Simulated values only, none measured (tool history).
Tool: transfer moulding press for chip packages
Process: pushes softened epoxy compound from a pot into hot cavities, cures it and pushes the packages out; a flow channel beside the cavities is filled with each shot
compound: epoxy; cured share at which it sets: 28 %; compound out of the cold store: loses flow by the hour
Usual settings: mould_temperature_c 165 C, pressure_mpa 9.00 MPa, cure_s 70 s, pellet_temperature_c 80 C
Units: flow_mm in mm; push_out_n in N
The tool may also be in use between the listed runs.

| run | hour | mould_temperature_c | pressure_mpa | cure_s | pellet_temperature_c | incoming compound's hours out of the cold store | flow_mm | push_out_n |
|---|---|---|---|---|---|---|---|---|
| 1 | 0.0 | 165 | 9.00 | 70 | 80 | 42.6 | 752 | 1053 |
|  | 8.5 | cavities cleaned with cleaning compound and waxed |
| 2 | 15.6 | 165 | 9.00 | 70 | 80 | 40.2 | 754 | 665 |
| 3 | 30.0 | 165 | 9.00 | 70 | 80 | 16.4 | 862 | 892 |
| 4 | 45.8 | 165 | 9.00 | 70 | 80 | 14.3 | 853 | 1056 |
| 5 | 59.6 | 165 | 9.00 | 70 | 80 | 34.4 | 770 | 1008 |
|  | 67.5 | cavities cleaned with cleaning compound and waxed |
| 6 | 70.2 | 165 | 9.00 | 70 | 80 | 17.3 | 848 | 651 |
| 7 | 78.5 | 165 | 7.97 | 70 | 80 | 27.4 | 741 | 710 |
| 8 | 92.4 | 165 | 7.97 | 70 | 80 | 43.8 | 670 | 823 |
| 9 | 103.1 | 165 | 9.00 | 89 | 80 | 25.6 | 795 | 645 |
| 10 | 114.7 | 165 | 9.00 | 70 | 80 | 11.7 | 840 | 1095 |
| 11 | 122.5 | 165 | 9.00 | 70 | 80 | 39.2 | 735 | 999 |
|  | 127.6 | cavities cleaned with cleaning compound and waxed |
| 12 | 134.6 | 165 | 9.53 | 70 | 80 | 26.5 | 808 | 698 |
| 13 | 148.4 | 165 | 9.53 | 70 | 80 | 38.5 | 760 | 808 |
| 14 | 159.8 | 165 | 9.53 | 70 | 80 | 31.0 | 778 | 902 |
| 15 | 167.9 | 165 | 9.53 | 70 | 80 | 10.6 | 859 | 1045 |
| 16 | 175.8 | 162 | 10.82 | 64 | 70 | 17.6 | 895 | 1945 |
|  | 186.6 | cavities cleaned with cleaning compound and waxed |
| 17 | 187.8 | 162 | 10.82 | 64 | 70 | 26.5 | 853 | 1034 |
| 18 | 196.2 | 162 | 9.28 | 64 | 70 | 44.4 | 720 | 1204 |
| 19 | 203.5 | 162 | 9.28 | 66 | 76 | 18.3 | 804 | 1259 |
| 20 | 216.3 | 165 | 6.91 | 100 | 80 | 31.0 | 640 | 585 |
| 21 | 227.3 | 165 | 6.91 | 82 | 80 | 20.3 | 672 | 723 |
| 22 | 237.0 | 173 | 10.39 | 99 | 80 | 45.5 | 718 | 641 |
|  | 246.4 | cavities cleaned with cleaning compound and waxed |
| 23 | 249.5 | 172 | 9.15 | 53 | 80 | 42.1 | 682 | 743 |
| 24 | 265.5 | 159 | 9.00 | 61 | 80 | 17.8 | 801 | 1890 |
| 25 | 273.4 | 159 | 9.88 | 70 | 87 | 22.1 | 809 | 1370 |
| 26 | 288.9 | 159 | 9.88 | 70 | 87 | 32.5 | 773 | 1481 |
|  | 297.3 | plunger's sealing rings changed |
| 27 | 305.2 | 164 | 9.00 | 70 | 80 | 36.6 | 802 | 1072 |
|  | 309.0 | cavities cleaned with cleaning compound and waxed |
| 28 | 316.8 | 165 | 8.52 | 108 | 80 | 39.6 | 755 | 447 |
| 29 | 331.8 | 164 | 9.00 | 70 | 78 | 24.7 | 840 | 940 |
| 30 | 343.7 | 164 | 9.00 | 64 | 74 | 22.1 | 838 | 1386 |

Forecast each of these 3 alternatives for the next run:
| A | 357.1 | 168 | 9.00 | 50 | 74 | 14.8 | ? | ? |
| B | 357.1 | 164 | 8.03 | 64 | 79 | 44.9 | ? | ? |
| C | 357.1 | 164 | 9.00 | 64 | 89 | 12.6 | ? | ? |

| run | flow_mm | push_out_n |
|---|---|---|
| A | 846 | 2265 |
| B | 726 | 1243 |
| C | 896 | 1403 |
Without the tool's hidden state the same runs would have given:
| run | flow_mm | push_out_n |
|---|---|---|
| A | 863 | 1270 |
| B | 740 | 700 |
| C | 914 | 792 |

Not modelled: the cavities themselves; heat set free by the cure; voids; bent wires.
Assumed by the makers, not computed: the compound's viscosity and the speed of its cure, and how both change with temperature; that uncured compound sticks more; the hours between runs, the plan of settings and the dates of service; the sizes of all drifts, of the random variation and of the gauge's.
